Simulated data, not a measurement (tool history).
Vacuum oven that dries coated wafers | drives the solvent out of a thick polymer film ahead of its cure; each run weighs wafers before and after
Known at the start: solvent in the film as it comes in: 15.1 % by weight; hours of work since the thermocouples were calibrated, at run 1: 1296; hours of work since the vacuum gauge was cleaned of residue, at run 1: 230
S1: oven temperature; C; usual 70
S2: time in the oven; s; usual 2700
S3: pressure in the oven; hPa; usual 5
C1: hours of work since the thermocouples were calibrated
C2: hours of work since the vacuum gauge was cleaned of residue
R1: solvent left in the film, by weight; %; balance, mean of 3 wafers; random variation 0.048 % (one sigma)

run,hour,S1,S2,S3,C1,C2,R1
1,0,70,2700,5,1296,230,4.35
2,28,70,2700,5,1311,245,4.36
3,54.8,70,2700,5,1326,260,4.3
4,85.5,70,2700,5,1342,276,4.38
5,114.7,70,2700,4.49,1358,292,4.24
6,134.6,70,2700,4.49,1369,303,4.29
7,147.9,70,2700,4.49,1376,310,4.25
8,161.6,70,2700,4.86,1383,318,4.33
9,183.2,70,2700,4.86,1395,329,4.35
10,200.8,70,2700,4.86,1405,339,4.3
11,218.4,78,2280,5,1414,348,2.3
12,242.6,83,2460,6.81,1427,361,1.04
13,258.2,70,2700,11.52,1436,370,4.72
14,287.6,70,2700,11.52,1452,386,4.77
15,313.5,78,1440,8.76,1466,400,4.47
# hour 317.7: oven's thermocouples calibrated
16,335.7,67,3000,19.97,10,411,5.06
17,363.2,58,3000,18.53,25,426,8.17
18,385.5,58,3000,18.53,37,438,8.13
19,407.3,58,3000,18.53,48,449,8.28
20,431.6,70,2640,7.05,62,463,3.85

The same runs without the tool's hidden state, with the same run-to-run variation:
The hidden state here: true wafer temperature over the reading, C; true pressure over the reading, kPa; drift of the gauge itself on solvent_pct, %.
run,R1
1,3.55
2,3.54
3,3.48
4,3.54
5,3.41
6,3.44
7,3.41
8,3.47
9,3.49
10,3.44
11,1.64
12,0.68
13,3.83
14,3.86
15,3.62
16,4.92
17,8.03
18,7.98
19,8.13
20,3.7
